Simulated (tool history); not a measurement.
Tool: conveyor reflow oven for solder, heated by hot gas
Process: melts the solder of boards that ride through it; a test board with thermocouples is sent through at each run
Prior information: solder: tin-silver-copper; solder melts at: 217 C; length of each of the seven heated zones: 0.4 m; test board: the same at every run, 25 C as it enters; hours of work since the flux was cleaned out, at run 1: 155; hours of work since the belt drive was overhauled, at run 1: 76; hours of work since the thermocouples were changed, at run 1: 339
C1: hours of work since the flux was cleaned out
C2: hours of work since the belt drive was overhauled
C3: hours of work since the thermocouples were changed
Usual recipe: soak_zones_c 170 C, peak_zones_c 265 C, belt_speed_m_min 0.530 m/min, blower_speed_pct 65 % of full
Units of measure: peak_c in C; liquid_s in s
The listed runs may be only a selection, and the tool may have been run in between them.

run 1 hour=0.0 | soak_zones_c=170 peak_zones_c=265 belt_speed_m_min=0.530 blower_speed_pct=65 | C1=155 C2=76 C3=339 | peak_c=254.9 liquid_s=70.8
run 2 hour=12.3 | soak_zones_c=170 peak_zones_c=265 belt_speed_m_min=0.530 blower_speed_pct=65 | C1=164 C2=85 C3=348 | peak_c=254.6 liquid_s=71.1
run 3 hour=24.6 | soak_zones_c=170 peak_zones_c=265 belt_speed_m_min=0.530 blower_speed_pct=65 | C1=173 C2=94 C3=357 | peak_c=254.9 liquid_s=70.3
run 4 hour=48.6 | soak_zones_c=170 peak_zones_c=265 belt_speed_m_min=0.530 blower_speed_pct=65 | C1=191 C2=112 C3=375 | peak_c=254.5 liquid_s=70.1
run 5 hour=73.4 | soak_zones_c=170 peak_zones_c=265 belt_speed_m_min=0.530 blower_speed_pct=65 | C1=209 C2=130 C3=394 | peak_c=254.4 liquid_s=70.4
run 6 hour=99.8 | soak_zones_c=170 peak_zones_c=265 belt_speed_m_min=0.530 blower_speed_pct=65 | C1=229 C2=150 C3=413 | peak_c=254.5 liquid_s=70.4
run 7 hour=121.7 | soak_zones_c=170 peak_zones_c=265 belt_speed_m_min=0.530 blower_speed_pct=66 | C1=245 C2=166 C3=429 | peak_c=254.5 liquid_s=70.6
run 8 hour=134.7 | soak_zones_c=156 peak_zones_c=265 belt_speed_m_min=0.530 blower_speed_pct=66 | C1=255 C2=176 C3=439 | peak_c=253.0 liquid_s=64.2
run 9 hour=157.6 | soak_zones_c=156 peak_zones_c=265 belt_speed_m_min=0.530 blower_speed_pct=66 | C1=272 C2=193 C3=456 | peak_c=252.9 liquid_s=64.1
run 10 hour=169.6 | soak_zones_c=156 peak_zones_c=265 belt_speed_m_min=0.530 blower_speed_pct=66 | C1=280 C2=201 C3=465 | peak_c=252.7 liquid_s=63.6
run 11 hour=182.4 | soak_zones_c=170 peak_zones_c=265 belt_speed_m_min=0.530 blower_speed_pct=65 | C1=290 C2=211 C3=474 | peak_c=254.0 liquid_s=70.1
run 12 hour=199.3 | soak_zones_c=170 peak_zones_c=265 belt_speed_m_min=0.530 blower_speed_pct=65 | C1=302 C2=223 C3=487 | peak_c=254.0 liquid_s=69.9
run 13 hour=218.6 | soak_zones_c=170 peak_zones_c=265 belt_speed_m_min=0.530 blower_speed_pct=65 | C1=317 C2=238 C3=501 | peak_c=254.0 liquid_s=69.9
run 14 hour=232.0 | soak_zones_c=170 peak_zones_c=265 belt_speed_m_min=0.530 blower_speed_pct=65 | C1=327 C2=248 C3=511 | peak_c=254.0 liquid_s=69.8
run 15 hour=254.1 | soak_zones_c=174 peak_zones_c=265 belt_speed_m_min=0.530 blower_speed_pct=65 | C1=343 C2=264 C3=527 | peak_c=254.5 liquid_s=71.9
run 16 hour=277.0 | soak_zones_c=175 peak_zones_c=264 belt_speed_m_min=0.590 blower_speed_pct=82 | C1=360 C2=281 C3=544 | peak_c=253.9 liquid_s=64.0
-- hour=290.4 flux residue cleaned out of gas plates and filters
run 17 hour=301.3 | soak_zones_c=162 peak_zones_c=264 belt_speed_m_min=0.590 blower_speed_pct=63 | C1=8 C2=295 C3=559 | peak_c=249.7 liquid_s=56.2
run 18 hour=326.4 | soak_zones_c=166 peak_zones_c=271 belt_speed_m_min=0.636 blower_speed_pct=52 | C1=27 C2=314 C3=577 | peak_c=250.7 liquid_s=52.2
run 19 hour=344.1 | soak_zones_c=170 peak_zones_c=265 belt_speed_m_min=0.582 blower_speed_pct=72 | C1=40 C2=327 C3=590 | peak_c=254.0 liquid_s=63.4
run 20 hour=366.6 | soak_zones_c=164 peak_zones_c=279 belt_speed_m_min=0.562 blower_speed_pct=60 | C1=56 C2=344 C3=607 | peak_c=264.7 liquid_s=70.2
run 21 hour=384.4 | soak_zones_c=166 peak_zones_c=265 belt_speed_m_min=0.530 blower_speed_pct=65 | C1=70 C2=357 C3=620 | peak_c=254.1 liquid_s=69.0
run 22 hour=401.0 | soak_zones_c=166 peak_zones_c=265 belt_speed_m_min=0.530 blower_speed_pct=65 | C1=82 C2=369 C3=632 | peak_c=254.2 liquid_s=68.7
run 23 hour=417.9 | soak_zones_c=170 peak_zones_c=265 belt_speed_m_min=0.530 blower_speed_pct=61 | C1=94 C2=382 C3=645 | peak_c=253.8 liquid_s=70.1
run 24 hour=440.0 | soak_zones_c=170 peak_zones_c=265 belt_speed_m_min=0.530 blower_speed_pct=61 | C1=111 C2=398 C3=661 | peak_c=253.5 liquid_s=69.9
run 25 hour=454.2 | soak_zones_c=167 peak_zones_c=272 belt_speed_m_min=0.530 blower_speed_pct=51 | C1=121 C2=408 C3=672 | peak_c=257.5 liquid_s=70.9
run 26 hour=474.7 | soak_zones_c=170 peak_zones_c=262 belt_speed_m_min=0.530 blower_speed_pct=55 | C1=136 C2=424 C3=687 | peak_c=249.8 liquid_s=66.1
run 27 hour=497.2 | soak_zones_c=157 peak_zones_c=265 belt_speed_m_min=0.469 blower_speed_pct=65 | C1=153 C2=440 C3=704 | peak_c=255.9 liquid_s=77.9
run 28 hour=509.0 | soak_zones_c=157 peak_zones_c=265 belt_speed_m_min=0.469 blower_speed_pct=74 | C1=162 C2=449 C3=712 | peak_c=257.6 liquid_s=79.4

Estimate the outcome of run 29 from the log above:
run 29 hour=520.1 | soak_zones_c=157 peak_zones_c=265 belt_speed_m_min=0.469 blower_speed_pct=74 | C1=170 C2=457 C3=721 | peak_c=? liquid_s=?

peak_c: 257.6 C
liquid_s: 79.4 s
Had the tool carried no hidden state, the very same run would have given peak_c 258.8 C, liquid_s 80.2 s.

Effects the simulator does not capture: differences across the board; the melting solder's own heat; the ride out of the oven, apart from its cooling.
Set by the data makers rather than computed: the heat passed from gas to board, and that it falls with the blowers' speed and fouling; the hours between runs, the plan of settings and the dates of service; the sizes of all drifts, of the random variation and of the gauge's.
